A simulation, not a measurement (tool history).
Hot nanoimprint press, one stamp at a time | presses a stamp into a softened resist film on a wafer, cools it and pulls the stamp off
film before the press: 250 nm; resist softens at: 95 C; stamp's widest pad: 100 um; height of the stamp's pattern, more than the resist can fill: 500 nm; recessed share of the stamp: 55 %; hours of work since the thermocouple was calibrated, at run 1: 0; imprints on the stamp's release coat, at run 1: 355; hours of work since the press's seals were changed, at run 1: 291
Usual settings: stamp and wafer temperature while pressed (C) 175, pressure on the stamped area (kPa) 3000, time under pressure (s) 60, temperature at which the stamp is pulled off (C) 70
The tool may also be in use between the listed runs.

run	hour	stamp and wafer temperature while pressed (C)	pressure on the stamped area (kPa)	time under pressure (s)	temperature at which the stamp is pulled off (C)	hours of work since the thermocouple was calibrated	imprints on the stamp's release coat	hours of work since the press's seals were changed	resist left under the stamp's widest pad (nm)	greatest force while the stamp is pulled off (N)
1	0.0	175	3000	60	70	0	355	291	138.1	219
2	5.3	175	3000	36	70	4	379	295	161.8	221
3	13.1	175	3000	36	70	10	413	300	160.6	228
4	19.6	175	3000	36	70	15	442	305	161.4	216
5	28.4	175	3000	36	70	21	481	312	159.9	226
6	35.2	175	3000	36	70	26	511	317	160.9	222
7	43.2	175	3000	36	70	32	546	323	161.0	217
8	49.0	175	3000	36	70	37	572	327	159.6	219
9	55.6	175	3000	36	70	42	601	332	159.5	227
10	60.3	175	3000	34	70	45	622	336	163.9	222
11	70.0	175	3000	34	70	52	665	343	163.8	222
12	74.4	175	3000	34	70	56	684	346	163.6	216
13	80.4	175	3000	60	70	60	711	351	136.8	221
14	84.7	175	3000	60	70	63	730	354	137.1	223
15	89.0	175	3000	60	74	67	749	357	136.9	206
16	95.6	167	2930	60	70	72	778	362	167.1	220
17	104.9	170	3000	60	70	79	819	369	154.9	222
18	113.2	171	3000	60	59	85	856	375	151.6	262
19	121.9	175	4400	60	70	91	894	382	116.4	222
20	130.1	175	2940	60	72	97	930	388	137.4	212
21	138.7	175	2940	60	72	104	968	394	137.9	218
22	144.1	175	2940	60	72	108	992	398	136.1	220
23	152.5	172	3000	60	75	114	1030	405	147.4	200
24	162.2	172	3000	60	75	121	1073	412	147.9	202
25	167.1	178	3000	33	75	125	1094	416	152.1	210
26	171.9	178	3000	33	75	129	1116	419	152.8	208
27	177.3	175	3000	90	70	133	1140	423	117.5	221
28	187.0	175	3000	90	70	140	1182	430	117.4	226
29	195.2	175	3000	90	70	146	1219	437	117.5	224

Forecast each of these 5 alternatives for the next run:
A	199.7	175	2250	45	70	149	1239	440	?	?
B	199.7	169	3000	60	63	149	1239	440	?	?
C	199.7	175	3000	31	70	149	1239	440	?	?
D	199.7	175	3800	60	71	149	1239	440	?	?
E	199.7	187	1830	90	62	149	1239	440	?	?

run	resist left under the stamp's widest pad (nm)	greatest force while the stamp is pulled off (N)
A	163.5	218
B	158.3	254
C	164.5	221
D	122.7	223
E	104.2	254
Without the tool's hidden state the same runs would have given:
run	resist left under the stamp's widest pad (nm)	greatest force while the stamp is pulled off (N)
A	166.2	215
B	160.8	250
C	167.2	218
D	124.6	220
E	105.9	250
